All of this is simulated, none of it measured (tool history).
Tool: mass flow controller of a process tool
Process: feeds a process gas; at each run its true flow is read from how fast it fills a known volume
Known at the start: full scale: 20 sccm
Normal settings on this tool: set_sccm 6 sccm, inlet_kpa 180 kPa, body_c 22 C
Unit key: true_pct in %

{"run": 1, "hour": 0.0, "set_sccm": 6, "inlet_kpa": 180, "body_c": 22, "true_pct": 97.6}
{"run": 2, "hour": 114.9, "set_sccm": 6, "inlet_kpa": 180, "body_c": 22, "true_pct": 97.63}
{"run": 3, "hour": 287.6, "set_sccm": 6, "inlet_kpa": 180, "body_c": 26, "true_pct": 97.75}
{"run": 4, "hour": 408.3, "set_sccm": 6, "inlet_kpa": 180, "body_c": 22, "true_pct": 97.7}
{"run": 5, "hour": 622.1, "set_sccm": 6, "inlet_kpa": 180, "body_c": 22, "true_pct": 97.73}
{"run": 6, "hour": 842.5, "set_sccm": 6, "inlet_kpa": 180, "body_c": 22, "true_pct": 97.62}
{"run": 7, "hour": 961.8, "set_sccm": 6, "inlet_kpa": 180, "body_c": 22, "true_pct": 97.64}
{"run": 8, "hour": 1092.3, "set_sccm": 3, "inlet_kpa": 180, "body_c": 22, "true_pct": 97.62}
{"run": 9, "hour": 1278.3, "set_sccm": 6, "inlet_kpa": 180, "body_c": 22, "true_pct": 97.66}
{"run": 10, "hour": 1434.9, "set_sccm": 6, "inlet_kpa": 180, "body_c": 25, "true_pct": 97.65}
{"run": 11, "hour": 1602.2, "set_sccm": 6, "inlet_kpa": 180, "body_c": 25, "true_pct": 97.7}
{"run": 12, "hour": 1709.4, "set_sccm": 6, "inlet_kpa": 180, "body_c": 25, "true_pct": 97.73}
{"run": 13, "hour": 1923.7, "set_sccm": 6, "inlet_kpa": 180, "body_c": 25, "true_pct": 97.85}
{"run": 14, "hour": 2158.5, "set_sccm": 6, "inlet_kpa": 180, "body_c": 25, "true_pct": 97.61}
{"run": 15, "hour": 2332.6, "set_sccm": 6, "inlet_kpa": 180, "body_c": 25, "true_pct": 97.79}
{"run": 16, "hour": 2567.5, "set_sccm": 6, "inlet_kpa": 180, "body_c": 20, "true_pct": 97.4}
{"run": 17, "hour": 2671.0, "set_sccm": 6, "inlet_kpa": 216, "body_c": 20, "true_pct": 97.38}
{"run": 18, "hour": 2822.4, "set_sccm": 6, "inlet_kpa": 180, "body_c": 22, "true_pct": 97.44}
{"run": 19, "hour": 3019.2, "set_sccm": 3, "inlet_kpa": 180, "body_c": 22, "true_pct": 97.7}
{"run": 20, "hour": 3157.0, "set_sccm": 3, "inlet_kpa": 180, "body_c": 22, "true_pct": 97.9}
{"run": 21, "hour": 3289.5, "set_sccm": 3, "inlet_kpa": 180, "body_c": 22, "true_pct": 97.78}
{"run": 22, "hour": 3472.2, "set_sccm": 3, "inlet_kpa": 180, "body_c": 22, "true_pct": 97.79}
{"run": 23, "hour": 3626.5, "set_sccm": 3, "inlet_kpa": 260, "body_c": 22, "true_pct": 97.95}
{"run": 24, "hour": 3764.1, "set_sccm": 6, "inlet_kpa": 192, "body_c": 22, "true_pct": 97.51}
{"run": 25, "hour": 3879.0, "set_sccm": 12, "inlet_kpa": 148, "body_c": 38, "true_pct": 98.69}
{"run": 26, "hour": 4010.8, "set_sccm": 6, "inlet_kpa": 215, "body_c": 23, "true_pct": 97.58}
{"run": 27, "hour": 4229.5, "set_sccm": 12, "inlet_kpa": 211, "body_c": 23, "true_pct": 98.21}
{"run": 28, "hour": 4346.5, "set_sccm": 12, "inlet_kpa": 211, "body_c": 23, "true_pct": 98.08}
{"run": 29, "hour": 4566.1, "set_sccm": 5, "inlet_kpa": 205, "body_c": 38, "true_pct": 98.29}
{"run": 30, "hour": 4685.5, "set_sccm": 5, "inlet_kpa": 224, "body_c": 38, "true_pct": 98.15}
{"run": 31, "hour": 4818.8, "set_sccm": 14, "inlet_kpa": 224, "body_c": 39, "true_pct": 98.96}
{"run": 32, "hour": 4972.7, "set_sccm": 14, "inlet_kpa": 146, "body_c": 27, "true_pct": 98.43}
{"run": 33, "hour": 5105.3, "set_sccm": 19, "inlet_kpa": 140, "body_c": 22, "true_pct": 99}
{"run": 34, "hour": 5217.7, "set_sccm": 19, "inlet_kpa": 156, "body_c": 22, "true_pct": 98.96}
{"run": 35, "hour": 5332.9, "set_sccm": 19, "inlet_kpa": 156, "body_c": 22, "true_pct": 99.05}
{"run": 36, "hour": 5434.3, "set_sccm": 19, "inlet_kpa": 156, "body_c": 22, "true_pct": 98.89}
{"run": 37, "hour": 5575.8, "set_sccm": 19, "inlet_kpa": 156, "body_c": 22, "true_pct": 99.02}
{"run": 38, "hour": 5729.2, "set_sccm": 9, "inlet_kpa": 158, "body_c": 22, "true_pct": 97.6}
{"run": 39, "hour": 5920.2, "set_sccm": 9, "inlet_kpa": 150, "body_c": 35, "true_pct": 98.15}
{"hour": 6002.7, "done": "controller's zero set anew"}
{"run": 40, "hour": 6021.2, "set_sccm": 19, "inlet_kpa": 150, "body_c": 35, "true_pct": 99.09}
{"run": 41, "hour": 6120.9, "set_sccm": 19, "inlet_kpa": 150, "body_c": 35, "true_pct": 99.07}
{"run": 42, "hour": 6303.4, "set_sccm": 19, "inlet_kpa": 150, "body_c": 35, "true_pct": 99.09}
{"run": 43, "hour": 6461.2, "set_sccm": 20, "inlet_kpa": 213, "body_c": 35, "true_pct": 99.23}
{"run": 44, "hour": 6579.9, "set_sccm": 17, "inlet_kpa": 167, "body_c": 35, "true_pct": 98.79}
{"run": 45, "hour": 6678.3, "set_sccm": 17, "inlet_kpa": 167, "body_c": 35, "true_pct": 98.8}
{"run": 46, "hour": 6906.9, "set_sccm": 6, "inlet_kpa": 208, "body_c": 40, "true_pct": 97.12}
{"run": 47, "hour": 7108.5, "set_sccm": 12, "inlet_kpa": 208, "body_c": 22, "true_pct": 97.35}
{"run": 48, "hour": 7215.0, "set_sccm": 6, "inlet_kpa": 154, "body_c": 22, "true_pct": 96.4}

5 ways to go on from here, each from the tool as it stands after run 48. What would each give?
{"run": "A", "hour": 7419.6, "set_sccm": 3, "inlet_kpa": 215, "body_c": 23, "true_pct": "?"}
{"run": "B", "hour": 7419.6, "set_sccm": 15, "inlet_kpa": 208, "body_c": 22, "true_pct": "?"}
{"run": "C", "hour": 7419.6, "set_sccm": 2, "inlet_kpa": 177, "body_c": 22, "true_pct": "?"}
{"run": "D", "hour": 7419.6, "set_sccm": 13, "inlet_kpa": 163, "body_c": 22, "true_pct": "?"}
{"run": "E", "hour": 7419.6, "set_sccm": 2, "inlet_kpa": 147, "body_c": 22, "true_pct": "?"}

run=A true_pct=96.15
run=B true_pct=97.7
run=C true_pct=96.23
run=D true_pct=97.44
run=E true_pct=96.32
What these runs would have given with no unlogged condition in the tool:
run=A true_pct=96.93
run=B true_pct=98.94
run=C true_pct=96.72
run=D true_pct=98.66
run=E true_pct=96.81
